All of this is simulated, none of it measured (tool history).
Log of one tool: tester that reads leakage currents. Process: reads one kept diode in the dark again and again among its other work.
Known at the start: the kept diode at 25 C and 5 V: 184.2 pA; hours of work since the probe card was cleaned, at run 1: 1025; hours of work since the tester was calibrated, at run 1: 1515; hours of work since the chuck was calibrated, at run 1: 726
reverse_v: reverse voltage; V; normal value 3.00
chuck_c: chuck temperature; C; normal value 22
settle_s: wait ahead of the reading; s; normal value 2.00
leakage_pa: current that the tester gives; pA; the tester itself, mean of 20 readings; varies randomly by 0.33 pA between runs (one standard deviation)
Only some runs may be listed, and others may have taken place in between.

run	day	reverse_v	chuck_c	settle_s	hours of work since the probe card was cleaned	hours of work since the tester was calibrated	hours of work since the chuck was calibrated	leakage_pa
1	0.000	3.00	22	2.00	1025	1515	726	102.31
2	2.058	3.00	22	2.00	1063	1554	765	101.45
3	4.092	3.00	22	2.00	1102	1592	803	101.39
4	5.379	3.00	30	2.00	1126	1616	828	207.34
5	7.025	3.00	30	2.00	1157	1647	859	207.35
6	8.325	3.00	30	2.00	1181	1672	883	205.80
7	9.333	5.12	30	2.00	1200	1691	902	270.16
8	10.662	8.84	22	2.00	1225	1716	927	177.04
9	12.746	8.84	22	2.00	1265	1755	966	176.92
10	14.250	3.00	22	1.37	1293	1783	995	99.30

What does the tool deliver on the next run?
11	15.175	3.00	22	1.37	1310	1801	1012	?

{"run 11": {"leakage_pa": 99.61}}
The same run, on a tool lacking any hidden state, would have yielded leakage_pa 108.72 pA.
